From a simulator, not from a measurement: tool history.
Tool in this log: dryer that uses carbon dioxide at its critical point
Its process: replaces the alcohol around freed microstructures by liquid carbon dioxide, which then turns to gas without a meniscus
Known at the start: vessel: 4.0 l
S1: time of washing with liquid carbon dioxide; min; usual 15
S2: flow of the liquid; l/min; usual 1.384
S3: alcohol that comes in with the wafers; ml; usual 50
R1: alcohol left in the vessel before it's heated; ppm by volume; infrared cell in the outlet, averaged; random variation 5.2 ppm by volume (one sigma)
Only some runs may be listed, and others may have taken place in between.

Run 1, day 0: usual settings. Result: R1 136 ppm by volume.
Run 2, day 1.612: usual settings. Result: R1 137 ppm by volume.
Run 3, day 3.038: usual settings. Result: R1 157 ppm by volume.
Run 4, day 3.958: usual settings. Result: R1 163 ppm by volume.
Run 5, day 5.054: usual settings. Result: R1 162 ppm by volume.
Run 6, day 6.621: usual settings but S3 43 ml. Result: R1 146 ppm by volume.
Run 7, day 7.854: usual settings but S3 43 ml. Result: R1 155 ppm by volume.
Run 8, day 9.146: usual settings but S3 43 ml. Result: R1 164 ppm by volume.
Run 9, day 10.471: usual settings but S2 1.35 l/min. Result: R1 218 ppm by volume.
At day 11.65: inlet filter changed.
Run 10, day 11.996: usual settings but S2 1.35 l/min. Result: R1 139 ppm by volume.
Run 11, day 13.467: usual settings but S2 1.35 l/min. Result: R1 145 ppm by volume.
Run 12, day 14.388: usual settings. Result: R1 135 ppm by volume.
Run 13, day 15.754: usual settings but S1 17 min. Result: R1 83 ppm by volume.
Run 14, day 16.708: usual settings. Result: R1 151 ppm by volume.
Run 15, day 18.212: usual settings. Result: R1 153 ppm by volume.
Run 16, day 19.529: usual settings but S3 99 ml. Result: R1 291 ppm by volume.
Run 17, day 21.238: usual settings but S1 18 min. Result: R1 92 ppm by volume.
Run 18, day 22.921: usual settings but S1 18 min. Result: R1 104 ppm by volume.
Run 19, day 24.658: usual settings but S2 1.37 l/min. Result: R1 198 ppm by volume.
Run 20, day 25.371: usual settings but S2 1.37 l/min. Result: R1 207 ppm by volume.
Run 21, day 26.117: usual settings but S2 1.37 l/min. Result: R1 199 ppm by volume.
Run 22, day 27.054: usual settings but S2 1.37 l/min. Result: R1 212 ppm by volume.
Run 23, day 28.238: usual settings but S2 1.37 l/min. Result: R1 223 ppm by volume.
Run 24, day 28.962: usual settings but S3 46 ml. Result: R1 198 ppm by volume.
Run 25, day 29.946: usual settings but S2 1.03 l/min. Result: R1 590 ppm by volume.
Run 26, day 31.35: usual settings but S2 1.03 l/min. Result: R1 602 ppm by volume.
At day 31.796: inlet filter changed.
Run 27, day 32.246: usual settings but S1 16 min. Result: R1 125 ppm by volume.
Run 28, day 33.446: usual settings but S1 16 min. Result: R1 126 ppm by volume.
Run 29, day 35.075: usual settings but S1 16 min. Result: R1 134 ppm by volume.

Run 30 comes next. What will it give?
Run 30, day 35.833: usual settings but S1 22 min, S2 1.22 l/min, S3 23 ml. Result: R1 ?.

{"run 30": {"R1": 77}}
Minus the tool's unlogged condition, the same run would have read R1 19 ppm by volume.
